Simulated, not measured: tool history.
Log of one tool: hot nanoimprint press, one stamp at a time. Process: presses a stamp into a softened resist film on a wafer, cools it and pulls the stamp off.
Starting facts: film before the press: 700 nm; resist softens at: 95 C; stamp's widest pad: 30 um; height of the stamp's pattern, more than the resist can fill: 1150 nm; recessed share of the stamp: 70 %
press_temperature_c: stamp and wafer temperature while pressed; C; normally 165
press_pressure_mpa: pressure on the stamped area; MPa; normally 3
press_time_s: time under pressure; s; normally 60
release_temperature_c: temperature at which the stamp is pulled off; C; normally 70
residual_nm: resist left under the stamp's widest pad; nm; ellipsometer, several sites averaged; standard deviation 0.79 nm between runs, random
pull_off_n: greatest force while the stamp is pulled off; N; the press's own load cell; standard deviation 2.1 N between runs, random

run     day  press_temperature_c  press_pressure_mpa  press_time_s  release_temperature_c  residual_nm  pull_off_n
  1       0                  165                   3            60                     70        327.6         190
  2   1.854                  165                   3            60                     70        327.5         195
  3   3.796                  165                   3            60                     59          327         220
  4   5.696                  165                   3            60                     70        325.1         203
  5     8.2                  165                   3            60                     70        325.5         165
  6   10.95                  174                   3            60                     70        215.4         176
  7  13.617                  174                   3            60                     70        214.9         179
  8  15.317                  165                   3            36                     70        408.7         187
  9  17.812                  165                   3            36                     70        408.5         193
 10  20.583                  157                   3            60                     70        475.7         197
 11  22.746                  157                   3            60                     70        475.3         200
 12  24.633                  165                   3            60                     70        341.3         203
 13  26.933                  165                   3            60                     70        341.8         173
 14  28.712                  165                   3            60                     70          341         176
 15  30.788                  165                   3            60                     70        339.2         184
 16  32.862                  165                1.97            32                     70        481.4         183
 17  35.196                  165                   3           103                     70        276.6         193
 18  37.883                  165                   3           103                     70        276.5         198
 19  40.804                  165                   3            60                     59        336.6         228
 20  42.108                  165                   3            60                     59        335.9         235
 21  43.862                  167                   3            41                     70        353.3         168
 22    45.8                  167                   3            41                     70        350.6         174
 23  47.875                  167                   3            41                     70        350.5         179
 24  49.212                  165                   3            60                     70        333.1         180
 25  50.975                  167                4.25            61                     59        260.4         211
 26  53.804                  161                 3.3            41                     64        429.7         205
 27    56.5                  163                   3            60                     70        362.2         197
 28  58.383                  171                   3            60                     73        252.8         191
 29  60.575                  171                3.24           119                     73        183.5         196

Between the runs listed above, the log contained 4 entries, not reproduced here. Where in the sequence does each belong, and how does what the log doesn't record of the tool's condition differ from the listed run before to the listed run after?
Runs 4 to 5: stamp cleaned and given a new release coat (day 7.808)
  true temperature over the reading, C: 1.36 -> 1.43; pressure that arrives at the usual setting, %: 97.28 -> 97.06; grip of the stamp's worn release coat, % over a new coat's: 20.2 -> 0.5
  measured less the result without the state, residual_nm: -16 -> -16.7 nm; pull_off_n: +31 -> -1 N
Runs 7 to 8: plate thermocouple calibrated (day 15.088)
  true temperature over the reading, C: 1.61 -> 0.14; pressure that arrives at the usual setting, %: 96.55 -> 96.39; grip of the stamp's worn release coat, % over a new coat's: 7.4 -> 9.4
  measured less the result without the state, residual_nm: -12.1 -> +3.6 nm; pull_off_n: +9 -> +15 N
Runs 12 to 13: stamp cleaned and given a new release coat (day 25.696)
  true temperature over the reading, C: 0.45 -> 0.52; pressure that arrives at the usual setting, %: 95.47 -> 95.29; grip of the stamp's worn release coat, % over a new coat's: 21.8 -> 1.5
  measured less the result without the state, residual_nm: +0.2 -> -0.4 nm; pull_off_n: +35 -> +2 N
Runs 20 to 21: stamp cleaned and given a new release coat (day 43.421)
  true temperature over the reading, C: 1.01 -> 1.06; pressure that arrives at the usual setting, %: 93.76 -> 93.63; grip of the stamp's worn release coat, % over a new coat's: 21.3 -> 0.6
  measured less the result without the state, residual_nm: -5.3 -> -5.5 nm; pull_off_n: +39 -> -1 N
